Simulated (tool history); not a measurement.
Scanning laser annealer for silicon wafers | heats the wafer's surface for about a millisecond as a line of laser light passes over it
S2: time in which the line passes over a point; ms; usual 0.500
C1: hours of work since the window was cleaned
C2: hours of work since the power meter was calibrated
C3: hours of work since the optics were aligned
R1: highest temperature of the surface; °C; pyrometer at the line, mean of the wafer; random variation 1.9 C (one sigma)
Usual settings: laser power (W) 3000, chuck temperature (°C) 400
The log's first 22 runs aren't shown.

run 23 hour=907.0 | laser_power_(W)=3018 S2=0.500 chuck_temperature_(°C)=400 | C1=602 C2=597 C3=226 | R1=1130
run 24 hour=937.7 | laser_power_(W)=3018 S2=0.500 chuck_temperature_(°C)=400 | C1=615 C2=610 C3=239 | R1=1127
run 25 hour=981.9 | laser_power_(W)=3018 S2=0.500 chuck_temperature_(°C)=400 | C1=634 C2=629 C3=257 | R1=1131
run 26 hour=1028.3 | laser_power_(W)=2657 S2=0.476 chuck_temperature_(°C)=397 | C1=654 C2=648 C3=277 | R1=1007
run 27 hour=1052.2 | laser_power_(W)=3072 S2=0.453 chuck_temperature_(°C)=397 | C1=664 C2=659 C3=287 | R1=1104
run 28 hour=1092.5 | laser_power_(W)=3072 S2=0.453 chuck_temperature_(°C)=397 | C1=681 C2=676 C3=304 | R1=1107
run 29 hour=1133.5 | laser_power_(W)=3072 S2=0.453 chuck_temperature_(°C)=388 | C1=698 C2=693 C3=322 | R1=1101
run 30 hour=1190.9 | laser_power_(W)=3006 S2=0.443 chuck_temperature_(°C)=362 | C1=723 C2=717 C3=346 | R1=1049
run 31 hour=1219.8 | laser_power_(W)=3006 S2=0.443 chuck_temperature_(°C)=362 | C1=735 C2=730 C3=358 | R1=1049
run 32 hour=1259.9 | laser_power_(W)=3006 S2=0.443 chuck_temperature_(°C)=362 | C1=752 C2=747 C3=375 | R1=1043
run 33 hour=1309.0 | laser_power_(W)=3000 S2=0.363 chuck_temperature_(°C)=392 | C1=773 C2=768 C3=396 | R1=1017
run 34 hour=1333.5 | laser_power_(W)=3000 S2=0.585 chuck_temperature_(°C)=431 | C1=783 C2=778 C3=407 | R1=1205
run 35 hour=1368.1 | laser_power_(W)=3000 S2=0.566 chuck_temperature_(°C)=431 | C1=798 C2=793 C3=421 | R1=1191
run 36 hour=1418.0 | laser_power_(W)=3000 S2=0.566 chuck_temperature_(°C)=431 | C1=819 C2=814 C3=442 | R1=1193
run 37 hour=1462.1 | laser_power_(W)=3000 S2=0.417 chuck_temperature_(°C)=436 | C1=838 C2=832 C3=461 | R1=1099
run 38 hour=1512.4 | laser_power_(W)=3000 S2=0.417 chuck_temperature_(°C)=436 | C1=859 C2=854 C3=482 | R1=1104
-- hour=1528.5 window over the wafer cleaned
run 39 hour=1554.2 | laser_power_(W)=3001 S2=0.594 chuck_temperature_(°C)=373 | C1=11 C2=871 C3=499 | R1=1152
run 40 hour=1613.6 | laser_power_(W)=3237 S2=0.393 chuck_temperature_(°C)=400 | C1=36 C2=896 C3=525 | R1=1117
run 41 hour=1661.9 | laser_power_(W)=2711 S2=0.369 chuck_temperature_(°C)=400 | C1=57 C2=916 C3=545 | R1=957

3 ways to go on from here, each from the tool as it stands after run 41. What would each give?
run A hour=1704.7 | laser_power_(W)=2625 S2=0.496 chuck_temperature_(°C)=421 | C1=75 C2=934 C3=563 | R1=?
run B hour=1704.7 | laser_power_(W)=2792 S2=0.369 chuck_temperature_(°C)=371 | C1=75 C2=934 C3=563 | R1=?
run C hour=1704.7 | laser_power_(W)=2757 S2=0.556 chuck_temperature_(°C)=375 | C1=75 C2=934 C3=563 | R1=?

run=A R1=1028
run=B R1=951
run=C R1=1057
Without the tool's hidden state the same runs would have given:
run=A R1=1029
run=B R1=951
run=C R1=1057

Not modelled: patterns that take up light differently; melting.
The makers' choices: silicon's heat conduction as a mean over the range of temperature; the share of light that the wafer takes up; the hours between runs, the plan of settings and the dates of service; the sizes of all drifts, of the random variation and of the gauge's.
